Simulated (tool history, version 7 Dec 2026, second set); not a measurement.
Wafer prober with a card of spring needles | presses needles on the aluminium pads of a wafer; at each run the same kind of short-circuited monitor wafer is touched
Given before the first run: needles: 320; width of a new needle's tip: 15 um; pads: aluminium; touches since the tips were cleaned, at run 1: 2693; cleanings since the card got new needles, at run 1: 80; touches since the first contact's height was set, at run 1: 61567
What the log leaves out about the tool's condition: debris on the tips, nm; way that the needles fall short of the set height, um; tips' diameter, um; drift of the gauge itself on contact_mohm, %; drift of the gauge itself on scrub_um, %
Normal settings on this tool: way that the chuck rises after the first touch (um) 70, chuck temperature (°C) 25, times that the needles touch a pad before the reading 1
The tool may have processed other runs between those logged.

| run | hour | way that the chuck rises after the first touch (um) | chuck temperature (°C) | times that the needles touch a pad before the reading | touches since the tips were cleaned | cleanings since the card got new needles | touches since the first contact's height was set | resistance of one needle with its contact and lead (mohm) | way that a needle slides on the pad (um) |
|---|---|---|---|---|---|---|---|---|---|
| 1 | 0 | 70 | 25 | 1 | 2693 | 80 | 61567 | 168 | 18.46 |
|  | 6.8 | tips cleaned on abrasive film |
|  | 20.4 | tips cleaned on abrasive film |
| 2 | 29.4 | 90 | 25 | 1 | 3653 | 82 | 73371 | 152 | 23.77 |
|  | 35.7 | tips cleaned on abrasive film |
|  | 50.7 | tips cleaned on abrasive film |
| 3 | 62 | 90 | 25 | 1 | 4540 | 84 | 86459 | 160 | 23.71 |
|  | 65.4 | tips cleaned on abrasive film |
|  | 81 | tips cleaned on abrasive film |
|  | 96.7 | tips cleaned on abrasive film |
| 4 | 101 | 90 | 25 | 1 | 1724 | 87 | 102095 | 139 | 23.68 |
|  | 111 | tips cleaned on abrasive film |
|  | 125.2 | tips cleaned on abrasive film |
|  | 125.5 | height of the first contact set anew |
|  | 141.3 | tips cleaned on abrasive film |
| 5 | 142.7 | 90 | 25 | 1 | 576 | 90 | 6894 | 126 | 23.46 |
|  | 154.8 | tips cleaned on abrasive film |
| 6 | 164.2 | 90 | 25 | 1 | 3783 | 91 | 15545 | 154 | 23.37 |
|  | 170.6 | tips cleaned on abrasive film |
|  | 185.5 | tips cleaned on abrasive film |
|  | 200.1 | tips cleaned on abrasive film |
| 7 | 202.7 | 90 | 25 | 3 | 1068 | 94 | 30996 | 120 | 23.42 |
|  | 216 | tips cleaned on abrasive film |
| 8 | 227.6 | 90 | 25 | 3 | 4664 | 95 | 41012 | 125 | 23.33 |
|  | 231 | tips cleaned on abrasive film |
|  | 247.6 | tips cleaned on abrasive film |
| 9 | 255.7 | 65 | 39 | 1 | 3249 | 97 | 52290 | 202 | 16.78 |
|  | 262.4 | tips cleaned on abrasive film |
|  | 278.3 | tips cleaned on abrasive film |
|  | 293.5 | tips cleaned on abrasive film |
|  | 305.7 | height of the first contact set anew, once more |
| 10 | 306 | 85 | 37 | 3 | 4925 | 100 | 121 | 128 | 22.68 |
|  | 309.4 | tips cleaned on abrasive film |
|  | 325.7 | tips cleaned on abrasive film |
|  | 340.5 | tips cleaned on abrasive film |
| 11 | 348.2 | 86 | 25 | 1 | 3132 | 103 | 17078 | 148 | 22.92 |
|  | 354.8 | tips cleaned on abrasive film |
|  | 369.7 | tips cleaned on abrasive film |
|  | 385.4 | tips cleaned on abrasive film |
| 12 | 392.1 | 86 | 25 | 1 | 2733 | 106 | 34716 | 153 | 22.8 |
|  | 401.4 | tips cleaned on abrasive film |
|  | 417.5 | tips cleaned on abrasive film |
|  | 431.7 | tips cleaned on abrasive film |
| 13 | 431.7 | 86 | 25 | 1 | 0 | 109 | 50575 | 112 | 22.81 |
|  | 447.1 | tips cleaned on abrasive film |
|  | 462.9 | tips cleaned on abrasive film |
| 14 | 475.2 | 86 | 91 | 1 | 4943 | 111 | 68068 | 171 | 22.72 |
|  | 477.9 | tips cleaned on abrasive film |
|  | 493.2 | tips cleaned on abrasive film |
| 15 | 497.7 | 59 | 29 | 1 | 1825 | 113 | 77104 | 181 | 15.41 |

Below are 3 alternative next runs, each starting from the tool's condition after run 15. Predict each:
|  | 507.4 | tips cleaned on abrasive film |
| A | 520.1 | 70 | 98 | 1 | 5107 | 114 | 86110 | ? | ? |
|  | 507.4 | tips cleaned on abrasive film |
| B | 520.1 | 79 | 86 | 2 | 5107 | 114 | 86110 | ? | ? |
|  | 507.4 | tips cleaned on abrasive film |
| C | 520.1 | 59 | 29 | 1 | 5107 | 114 | 86110 | ? | ? |

| run | resistance of one needle with its contact and lead (mohm) | way that a needle slides on the pad (um) |
|---|---|---|
| A | 198 | 18.47 |
| B | 150 | 20.73 |
| C | 227 | 15.42 |
Stripped of hidden state, with their random variation kept, the same runs would have yielded:
| run | resistance of one needle with its contact and lead (mohm) | way that a needle slides on the pad (um) |
|---|---|---|
| A | 120 | 18.77 |
| B | 112 | 21.04 |
| C | 112 | 15.72 |

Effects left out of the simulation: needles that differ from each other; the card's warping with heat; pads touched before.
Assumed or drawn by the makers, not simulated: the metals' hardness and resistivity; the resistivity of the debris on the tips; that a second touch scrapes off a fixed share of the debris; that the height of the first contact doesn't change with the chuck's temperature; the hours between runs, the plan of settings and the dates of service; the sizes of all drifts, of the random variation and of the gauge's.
